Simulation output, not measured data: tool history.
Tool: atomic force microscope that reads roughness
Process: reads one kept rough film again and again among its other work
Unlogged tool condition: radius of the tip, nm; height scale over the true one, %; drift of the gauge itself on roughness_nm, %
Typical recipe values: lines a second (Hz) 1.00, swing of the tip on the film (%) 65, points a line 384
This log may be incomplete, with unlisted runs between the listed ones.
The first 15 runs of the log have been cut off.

run	hour	lines a second (Hz)	swing of the tip on the film (%)	points a line	pictures with this tip	hours of work since the height scale was calibrated	roughness of the kept film (nm (root mean square))
16	145.1	1.00	65	384	79	151	5.158
# hour 152.4: new tip fitted
17	158.0	1.00	65	384	6	158	5.147
18	170.7	1.00	65	384	20	164	5.170
19	184.2	1.00	65	384	35	171	5.176
20	194.1	1.02	82	540	45	176	4.920
21	204.8	1.10	85	516	57	182	4.821
22	211.4	1.67	67	375	64	185	5.021
23	224.6	1.00	78	471	78	192	4.970
# hour 232.2: new tip fitted
24	234.4	0.88	78	482	2	196	5.016

Predict the results of run 25:
25	247.6	1.00	78	384	16	203	?

roughness of the kept film (nm (root mean square)): 4.988
Without the tool's hidden state the same run would have given roughness of the kept film (nm (root mean square)) 4.991.
